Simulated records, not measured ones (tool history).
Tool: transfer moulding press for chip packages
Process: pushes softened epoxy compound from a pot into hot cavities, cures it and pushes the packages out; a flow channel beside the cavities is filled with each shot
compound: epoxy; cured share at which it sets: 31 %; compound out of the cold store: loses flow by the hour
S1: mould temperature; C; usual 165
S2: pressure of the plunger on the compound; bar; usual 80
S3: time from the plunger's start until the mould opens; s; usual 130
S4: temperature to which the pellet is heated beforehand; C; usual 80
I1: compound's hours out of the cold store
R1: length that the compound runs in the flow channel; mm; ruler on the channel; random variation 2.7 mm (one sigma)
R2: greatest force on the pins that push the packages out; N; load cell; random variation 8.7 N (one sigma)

| run | day | S1 | S2 | S3 | S4 | I1 | R1 | R2 |
|---|---|---|---|---|---|---|---|---|
| 1 | 0 | 165 | 80 | 130 | 80 | 11.6 | 835 | 587 |
| 2 | 0.896 | 165 | 80 | 130 | 80 | 13 | 815 | 677 |
| 3 | 1.438 | 165 | 80 | 130 | 80 | 18.3 | 789 | 728 |
| 4 | 2.479 | 165 | 80.1 | 130 | 80 | 12.6 | 811 | 766 |
| 5 | 3.229 | 165 | 80 | 130 | 80 | 34.7 | 714 | 770 |
|  | 3.417 | cavities cleaned with cleaning compound and waxed |
| 6 | 3.888 | 164 | 80 | 130 | 80 | 8.1 | 843 | 491 |
| 7 | 4.912 | 165 | 80 | 130 | 80 | 41.8 | 680 | 628 |
| 8 | 5.738 | 165 | 80 | 130 | 80 | 14.8 | 799 | 722 |
| 9 | 6.346 | 165 | 80 | 130 | 80 | 44.4 | 661 | 710 |
| 10 | 7.042 | 165 | 80 | 130 | 80 | 14.8 | 789 | 771 |
| 11 | 7.854 | 165 | 80 | 130 | 80 | 36.3 | 693 | 785 |
|  | 8 | cavities cleaned with cleaning compound and waxed |
| 12 | 8.871 | 165 | 80 | 130 | 80 | 26 | 734 | 537 |
| 13 | 9.808 | 165 | 80 | 130 | 80 | 22.6 | 742 | 623 |
| 14 | 10.938 | 165 | 80 | 130 | 80 | 37.9 | 675 | 717 |
| 15 | 11.442 | 165 | 80 | 130 | 80 | 45 | 646 | 718 |
| 16 | 12.333 | 165 | 74.3 | 161 | 82 | 38.8 | 645 | 721 |
|  | 12.542 | cavities cleaned with cleaning compound and waxed |
| 17 | 13.129 | 159 | 85.2 | 130 | 80 | 32.7 | 736 | 647 |
| 18 | 13.925 | 159 | 85.2 | 130 | 80 | 20 | 794 | 840 |
|  | 14.308 | plunger's sealing rings changed |
| 19 | 14.721 | 159 | 85.2 | 130 | 79 | 45.8 | 725 | 849 |
| 20 | 15.496 | 171 | 96.4 | 152 | 73 | 46.3 | 718 | 644 |
| 21 | 16.262 | 160 | 96.4 | 152 | 73 | 21.4 | 882 | 791 |
|  | 17.2 | cavities cleaned with cleaning compound and waxed |
| 22 | 17.288 | 163 | 78.4 | 157 | 80 | 46.1 | 667 | 381 |
| 23 | 17.758 | 167 | 75.2 | 129 | 75 | 18.9 | 751 | 469 |
| 24 | 18.846 | 170 | 80 | 140 | 80 | 47.9 | 638 | 589 |
| 25 | 19.55 | 170 | 80 | 134 | 80 | 34 | 694 | 641 |
| 26 | 20.617 | 170 | 80 | 134 | 80 | 46 | 640 | 710 |
| 27 | 21.617 | 170 | 68.8 | 134 | 80 | 37 | 628 | 703 |
|  | 21.729 | cavities cleaned with cleaning compound and waxed |
| 28 | 22.275 | 165 | 96.6 | 130 | 80 | 12.3 | 878 | 488 |
| 29 | 23.312 | 165 | 81.6 | 130 | 74 | 46.9 | 656 | 630 |

Forecast each of these 3 alternatives for the next run:
| A | 24.071 | 165 | 62.1 | 130 | 74 | 35.7 | ? | ? |
| B | 24.071 | 165 | 81.6 | 160 | 90 | 26.1 | ? | ? |
| C | 24.071 | 165 | 80 | 130 | 70 | 43.2 | ? | ? |

| run | R1 | R2 |
|---|---|---|
| A | 608 | 692 |
| B | 738 | 631 |
| C | 658 | 668 |
Without the tool's hidden state the same runs would have given:
| run | R1 | R2 |
|---|---|---|
| A | 638 | 392 |
| B | 774 | 352 |
| C | 689 | 376 |

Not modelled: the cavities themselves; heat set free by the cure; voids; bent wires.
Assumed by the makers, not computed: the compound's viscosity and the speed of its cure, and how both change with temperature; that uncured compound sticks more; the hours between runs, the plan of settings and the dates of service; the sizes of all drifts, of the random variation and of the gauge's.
